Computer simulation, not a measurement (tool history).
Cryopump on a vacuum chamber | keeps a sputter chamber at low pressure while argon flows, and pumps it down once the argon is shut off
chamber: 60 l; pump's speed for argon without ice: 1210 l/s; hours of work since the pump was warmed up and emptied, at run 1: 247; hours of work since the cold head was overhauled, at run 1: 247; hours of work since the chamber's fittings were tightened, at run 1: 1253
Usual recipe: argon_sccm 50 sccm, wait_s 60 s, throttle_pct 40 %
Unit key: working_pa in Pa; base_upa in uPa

run   hour  argon_sccm  wait_s  throttle_pct  hours of work since the pump was warmed up and emptied  hours of work since the cold head was overhauled  hours of work since the chamber's fittings were tightened  working_pa  base_upa
  1    0.0          50      60            40                                                     247                                               247                                                       1253      0.1791      2.03
  2   22.4          50      60            40                                                     266                                               266                                                       1272      0.1803      2.11
  3   56.1          50      60            40                                                     293                                               293                                                       1300      0.1796      2.04
  4   95.7          50      60            40                                                     326                                               326                                                       1333      0.1792      2.07
  5  131.8          50      60            40                                                     356                                               356                                                       1363      0.1815      2.07
  6  170.9          50      60            40                                                     389                                               389                                                       1395      0.1827      2.05
  7  198.8          50      60            40                                                     412                                               412                                                       1418      0.1819      2.11
  8  221.8          50      60            40                                                     431                                               431                                                       1437      0.1818      2.05
  9  257.0          50     126            40                                                     460                                               460                                                       1467      0.1822      1.23
 10  283.7          50     126            40                                                     482                                               482                                                       1489      0.1817      1.22
 11  320.8          50      75            40                                                     513                                               513                                                       1520      0.1850      1.74
 12  351.2          50      75            40                                                     538                                               538                                                       1545      0.1832      1.80
 13  383.8          50      75            40                                                     566                                               566                                                       1572      0.1848      1.79
 14  403.9          50      75            40                                                     582                                               582                                                       1589      0.1852      1.78
 15  429.4          50      75            40                                                     603                                               603                                                       1610      0.1867      1.80
 16  448.3          50      74            45                                                     619                                               619                                                       1626      0.1654      1.82
 17  489.5          50      28            53                                                     653                                               653                                                       1660      0.1427      3.97
 18  512.0          50     136            51                                                     672                                               672                                                       1678      0.1487      1.25
 19  553.9          50     176            40                                                     707                                               707                                                       1713      0.1890      1.05
 20  593.0          50     106            40                                                     739                                               739                                                       1746      0.1896      1.42
 21  611.8          38      60            26                                                     755                                               755                                                       1761      0.2166      2.19
 22  648.0          38      60            26                                                     785                                               785                                                       1791      0.2164      2.22
 23  677.7          38      60            26                                                     810                                               810                                                       1816      0.2176      2.15
 24  697.7          45      48            19                                                     826                                               826                                                       1833      0.3454      2.59
 25  719.9          35      21            22                                                     845                                               845                                                       1851      0.2343      5.26
     731.6  -- pump warmed up, emptied and cooled again
 26  756.3          50      63            40                                                      21                                               871                                                       1877      0.1759      2.03
 27  793.0          50      54            40                                                      51                                               901                                                       1907      0.1760      2.35
 28  812.7          22      60            28                                                      67                                               917                                                       1924      0.1103      2.14
 29  854.3          73      24            21                                                     102                                               952                                                       1958      0.4894      4.59

Alternative continuations, all from the tool just after run 29; predict every row:
  A  882.0          78      60            40                                                     125                                               975                                                       1981           ?         ?
  B  882.0          22     120            22                                                     125                                               975                                                       1981           ?         ?
  C  882.0          87      60            40                                                     125                                               975                                                       1981           ?         ?

run  working_pa  base_upa
  A      0.2760      2.10
  B      0.1397      1.30
  C      0.3120      2.14
What these runs would have given with no unlogged condition in the tool:
run  working_pa  base_upa
  A      0.2717      1.86
  B      0.1385      1.06
  C      0.3071      1.90
